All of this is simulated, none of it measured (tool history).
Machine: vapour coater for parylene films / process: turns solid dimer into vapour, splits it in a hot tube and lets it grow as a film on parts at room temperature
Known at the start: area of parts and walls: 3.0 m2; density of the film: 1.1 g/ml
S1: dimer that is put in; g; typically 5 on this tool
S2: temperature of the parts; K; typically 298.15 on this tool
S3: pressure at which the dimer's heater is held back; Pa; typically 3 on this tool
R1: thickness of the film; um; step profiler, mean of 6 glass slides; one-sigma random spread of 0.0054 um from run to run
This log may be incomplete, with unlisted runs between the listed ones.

| run | hour | S1 | S2 | S3 | R1 |
|---|---|---|---|---|---|
| 1 | 0 | 5 | 298.15 | 3 | 0.993 |
| 2 | 32.8 | 5 | 298.15 | 3 | 0.987 |
| 3 | 56.9 | 5 | 298.15 | 3 | 0.989 |
| 4 | 75.2 | 4 | 298.15 | 3 | 0.789 |
| 5 | 107 | 5 | 298.15 | 4.39 | 0.923 |
| 6 | 134.2 | 5 | 298.15 | 3 | 0.995 |
| 7 | 156.8 | 2 | 298.15 | 3 | 0.386 |
| 8 | 174.7 | 5 | 298.15 | 4.2 | 0.923 |
| 9 | 203.4 | 5 | 298.15 | 4.2 | 0.926 |
| 10 | 226.3 | 5 | 298.15 | 4.2 | 0.935 |
| 11 | 250.9 | 5 | 298.15 | 3 | 0.998 |
| 12 | 280.4 | 5 | 298.15 | 3 | 0.995 |
| 13 | 301.4 | 5 | 298.15 | 2.69 | 1.019 |
| 14 | 327 | 5 | 298.15 | 2.69 | 1.024 |
| 15 | 341.6 | 5 | 295.15 | 3 | 1.085 |
| 16 | 374.9 | 5 | 296.15 | 3 | 1.056 |
| 17 | 400.3 | 5 | 296.15 | 3 | 1.063 |
| 18 | 432.9 | 5 | 296.15 | 3 | 1.051 |
| 19 | 447.8 | 3 | 298.15 | 4.23 | 0.557 |
| 20 | 466.1 | 4 | 295.15 | 4.23 | 0.818 |
| 21 | 492.7 | 7 | 302.15 | 4.75 | 1.145 |
| 22 | 521.9 | 3 | 301.15 | 11.73 | 0.43 |
| 23 | 552.2 | 5 | 301.15 | 4.2 | 0.864 |

Branching from run 23: 3 alternative next runs. What would each branch give?
| A | 566.5 | 3 | 301.15 | 6.14 | ? |
| B | 566.5 | 7 | 301.15 | 4.2 | ? |
| C | 566.5 | 5 | 293.15 | 4.2 | ? |

| run | R1 |
|---|---|
| A | 0.49 |
| B | 1.22 |
| C | 1.08 |
Had the tool no hidden state, the same runs would have come out as:
| run | R1 |
|---|---|
| A | 0.482 |
| B | 1.199 |
| C | 1.061 |
